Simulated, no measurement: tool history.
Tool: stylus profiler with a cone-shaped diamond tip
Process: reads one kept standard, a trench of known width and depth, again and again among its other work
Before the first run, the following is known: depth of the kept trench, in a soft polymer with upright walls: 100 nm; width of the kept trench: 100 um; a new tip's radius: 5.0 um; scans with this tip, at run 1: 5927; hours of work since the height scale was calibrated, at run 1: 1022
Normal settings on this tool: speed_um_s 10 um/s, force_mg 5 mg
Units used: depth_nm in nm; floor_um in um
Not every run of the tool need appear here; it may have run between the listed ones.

run,hour,speed_um_s,force_mg,scans with this tip,hours of work since the height scale was calibrated,depth_nm,floor_um
1,0,10,5,5927,1022,102.37,97.97
2,30.9,10,5,6045,1042,102.37,97.97
3,66.6,10,5,6182,1066,102.28,97.97
4,100,10,5,6310,1088,102.43,97.96
5,117.5,9,5,6377,1099,102.4,97.99
6,144.5,9,5,6480,1117,102.32,97.98
7,176.4,10,5,6602,1138,102.31,97.94
8,200.2,4,5,6694,1154,102.36,97.96
9,229.8,4,5,6807,1173,102.41,97.99
10,261.1,10,5,6927,1194,102.32,97.98
11,297.8,10,5,7067,1218,102.27,97.98
12,334.1,10,5,7206,1242,102.4,97.98
13,358,10,9.28,7298,1258,103.5,97.96
14,395,10,5.41,7440,1282,102.48,97.95
15,433,10,8.89,7586,1308,103.45,97.99
16,452.8,10,5.77,7661,1321,102.59,98.01
17,469,3,10.62,7723,1331,103.91,98.04
18,496,15,1.98,7827,1349,101.25,97.95
19,528.2,11,2.02,7950,1370,101.34,98.03
20,558.5,2,8.51,8066,1390,103.4,98.04
21,586.1,22,2.5,8172,1409,101.49,97.92
22,618.3,10,1.91,8295,1430,101.2,97.92
23,650.4,16,8.79,8418,1451,103.42,97.98
24,671,17,7.49,8497,1465,103.09,97.99

The next listed run, before its measurement:
25,689.5,11,5.88,8568,1477,?,?

depth_nm: 102.61 nm
floor_um: 97.93 um
Were there no unlogged condition in the tool, this run, its random variation unchanged, would have produced depth_nm 102.63 nm, floor_um 97.95 um.
